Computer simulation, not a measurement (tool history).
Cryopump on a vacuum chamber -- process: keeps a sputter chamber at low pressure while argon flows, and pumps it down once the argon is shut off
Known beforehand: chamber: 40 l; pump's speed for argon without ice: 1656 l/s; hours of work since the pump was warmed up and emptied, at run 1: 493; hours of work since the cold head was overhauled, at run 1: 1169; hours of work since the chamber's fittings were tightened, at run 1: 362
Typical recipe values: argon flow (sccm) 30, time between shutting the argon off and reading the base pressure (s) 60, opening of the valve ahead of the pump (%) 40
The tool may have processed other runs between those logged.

run	hour	argon flow (sccm)	time between shutting the argon off and reading the base pressure (s)	opening of the valve ahead of the pump (%)	hours of work since the pump was warmed up and emptied	hours of work since the cold head was overhauled	hours of work since the chamber's fittings were tightened	pressure while argon flows (Pa)	pressure after the wait (uPa)
1	0.0	30	60	40	493	1169	362	0.0825	1.59
2	62.3	30	60	40	531	1206	400	0.0843	1.59
3	137.2	30	60	28	576	1252	445	0.1153	1.62
4	190.2	30	60	28	608	1284	478	0.1163	1.74
# hour 239.5: pump warmed up, emptied and cooled again
5	266.9	30	60	28	17	1328	521	0.1108	1.55
6	328.1	30	60	34	54	1365	558	0.0912	1.63
7	372.8	30	60	34	81	1392	585	0.0912	1.70
8	437.0	30	200	45	120	1431	624	0.0701	0.99
9	495.0	30	200	45	155	1466	660	0.0709	0.98
10	561.9	30	200	45	196	1507	700	0.0717	1.06
11	661.8	18	200	34	256	1567	761	0.0558	1.14
12	714.7	56	63	40	289	1599	793	0.1491	1.84
13	784.3	48	195	51	331	1642	835	0.1030	1.32

For each run, the measured value with the value that run would have given without the tool's hidden condition subtracted. The run-to-run variation is shared by both, the gauge scatter possibly not:
Hidden state present: pump's speed, % of a pump's without ice; cold plate's temperature, K; leak into the chamber, uPa l/s; drift of the gauge itself on working_pa, %; drift of the gauge itself on base_upa, %.
run	pressure while argon flows (Pa)	pressure after the wait (uPa)
1	+0.0061	+0.37
2	+0.0065	+0.40
3	+0.0070	+0.44
4	+0.0075	+0.50
5	+0.0008	+0.40
6	+0.0012	+0.45
7	+0.0015	+0.48
8	+0.0019	+0.51
9	+0.0022	+0.53
10	+0.0027	+0.57
11	+0.0021	+0.66
12	+0.0072	+0.69
13	+0.0070	+0.76

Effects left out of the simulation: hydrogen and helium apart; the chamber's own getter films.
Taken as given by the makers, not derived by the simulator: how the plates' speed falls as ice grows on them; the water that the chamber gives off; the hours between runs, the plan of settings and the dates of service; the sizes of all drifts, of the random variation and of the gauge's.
